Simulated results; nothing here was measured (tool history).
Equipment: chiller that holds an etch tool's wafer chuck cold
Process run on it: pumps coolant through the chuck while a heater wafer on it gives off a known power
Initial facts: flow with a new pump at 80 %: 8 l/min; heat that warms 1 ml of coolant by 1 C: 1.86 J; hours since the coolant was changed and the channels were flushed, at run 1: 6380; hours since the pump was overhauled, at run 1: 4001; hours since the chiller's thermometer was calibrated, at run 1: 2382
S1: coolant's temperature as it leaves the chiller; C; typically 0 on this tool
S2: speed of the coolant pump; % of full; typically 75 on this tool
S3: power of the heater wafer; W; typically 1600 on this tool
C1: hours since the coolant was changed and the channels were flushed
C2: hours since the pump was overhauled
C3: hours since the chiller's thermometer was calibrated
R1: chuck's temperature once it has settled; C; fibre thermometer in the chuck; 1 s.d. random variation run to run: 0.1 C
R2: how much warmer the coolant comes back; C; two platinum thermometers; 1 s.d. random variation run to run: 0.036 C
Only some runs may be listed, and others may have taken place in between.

| run | day | S1 | S2 | S3 | C1 | C2 | C3 | R1 | R2 |
|---|---|---|---|---|---|---|---|---|---|
| 1 | 0.000 | 0 | 75 | 1600 | 6380 | 4001 | 2382 | 22.8 | 7.47 |
|  | 1.292 | coolant changed, channels flushed |
| 2 | 4.921 | 0 | 75 | 1600 | 87 | 4113 | 2494 | 21.3 | 7.51 |
| 3 | 9.842 | 0 | 75 | 1600 | 205 | 4231 | 2612 | 21.4 | 7.49 |
| 4 | 14.992 | 0 | 75 | 1600 | 329 | 4355 | 2736 | 21.3 | 7.58 |
| 5 | 24.204 | 0 | 90 | 1600 | 550 | 4576 | 2957 | 18.7 | 6.26 |
| 6 | 30.817 | 0 | 75 | 1600 | 709 | 4735 | 3115 | 21.6 | 7.57 |
| 7 | 39.683 | 0 | 75 | 1600 | 921 | 4947 | 3328 | 21.7 | 7.54 |
|  | 40.329 | chiller's thermometer calibrated |
| 8 | 47.842 | 0 | 75 | 1706 | 1116 | 5142 | 180 | 23.5 | 8.12 |
| 9 | 57.062 | 0 | 75 | 1706 | 1338 | 5364 | 402 | 23.5 | 8.24 |
| 10 | 62.525 | 0 | 87 | 854 | 1469 | 5495 | 533 | 10.5 | 3.59 |
| 11 | 67.917 | 0 | 65 | 1851 | 1598 | 5624 | 662 | 28.8 | 10.40 |
| 12 | 75.425 | 0 | 65 | 1851 | 1778 | 5804 | 842 | 29.1 | 10.26 |
|  | 77.896 | chiller's thermometer calibrated, once more |
| 13 | 79.633 | 2 | 68 | 2188 | 1878 | 5904 | 42 | 34.7 | 11.80 |
| 14 | 87.267 | 2 | 68 | 2188 | 2061 | 6087 | 225 | 35.0 | 11.69 |
| 15 | 94.271 | 2 | 68 | 2188 | 2230 | 6256 | 393 | 35.2 | 11.82 |
| 16 | 98.550 | -7 | 77 | 1600 | 2332 | 6358 | 496 | 15.0 | 7.59 |
| 17 | 104.958 | -7 | 67 | 2048 | 2486 | 6512 | 650 | 24.7 | 11.24 |

5 options for the next run, each taken on its own from the tool as it stands now. Forecast them:
| A | 109.108 | -2 | 81 | 2048 | 2586 | 6612 | 749 | ? | ? |
| B | 109.108 | 0 | 67 | 1600 | 2586 | 6612 | 749 | ? | ? |
| C | 109.108 | 4 | 67 | 2048 | 2586 | 6612 | 749 | ? | ? |
| D | 109.108 | -4 | 89 | 1600 | 2586 | 6612 | 749 | ? | ? |
| E | 109.108 | 0 | 89 | 1600 | 2586 | 6612 | 749 | ? | ? |

| run | R1 | R2 |
|---|---|---|
| A | 25.2 | 9.38 |
| B | 24.8 | 8.92 |
| C | 35.8 | 11.25 |
| D | 15.9 | 6.61 |
| E | 19.7 | 6.61 |
With the hidden condition removed and each run's random variation left untouched, the same runs would have given:
| run | R1 | R2 |
|---|---|---|
| A | 21.5 | 8.18 |
| B | 21.4 | 7.78 |
| C | 31.5 | 9.80 |
| D | 13.2 | 5.76 |
| E | 17.0 | 5.76 |
